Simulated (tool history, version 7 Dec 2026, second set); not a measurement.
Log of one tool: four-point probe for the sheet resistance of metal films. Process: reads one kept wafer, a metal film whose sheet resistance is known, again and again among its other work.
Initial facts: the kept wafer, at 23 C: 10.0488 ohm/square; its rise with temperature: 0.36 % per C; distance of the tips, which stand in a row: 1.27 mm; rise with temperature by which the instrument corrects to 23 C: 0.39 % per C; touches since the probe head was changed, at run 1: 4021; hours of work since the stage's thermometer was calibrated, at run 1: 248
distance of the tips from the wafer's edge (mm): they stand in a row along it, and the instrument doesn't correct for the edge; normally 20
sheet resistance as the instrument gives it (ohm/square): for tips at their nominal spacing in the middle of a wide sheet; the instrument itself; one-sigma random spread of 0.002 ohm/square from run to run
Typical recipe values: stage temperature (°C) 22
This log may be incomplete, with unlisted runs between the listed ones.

run,hour,stage temperature (°C),distance of the tips from the wafer's edge (mm),touches since the probe head was changed,hours of work since the stage's thermometer was calibrated,sheet resistance as the instrument gives it (ohm/square)
1,0,22,20,4021,248,9.954599
2,15.6,34,20,4520,258,9.922121
3,33,22,12,5074,269,9.994046
4,42.1,22,12,5365,275,9.991171
5,55.2,22,12,5785,283,9.992967
6,74.7,22,12,6409,296,9.989457
7,89.3,22,12,6875,305,9.99128
8,100.9,22,12,7247,313,9.99453
9,112.5,22,17,7618,320,9.962088
10,128.5,22,17,8128,330,9.96572
11,138.2,22,22,8437,336,9.951171
12,151,22,22,8846,345,9.954203
13,161.3,22,22,9177,351,9.952675
14,172.4,22,22,9530,358,9.953208
15,184.7,34,47,9926,366,9.90878
16,202.1,34,47,10480,377,9.909755
17,222.3,30,20,11125,390,9.941737
18,232.5,30,20,11453,397,9.940701
19,244.3,28,18,11831,404,9.948872
20,256,19,24,12204,412,9.958033
21,266.7,20,3,12545,419,10.812537

Below are 3 alternative next runs, each starting from the tool's condition after run 21. Predict each:
A,281.2,22,10,13010,428,?
B,281.2,23,22,13010,428,?
C,281.2,18,6,13010,428,?

run,sheet resistance as the instrument gives it (ohm/square)
A,10.02395
B,9.95406
C,10.181848
Take away the tool's hidden state, keep each run's random variation, and the runs would have read:
run,sheet resistance as the instrument gives it (ohm/square)
A,10.139523
B,10.068867
C,10.299184
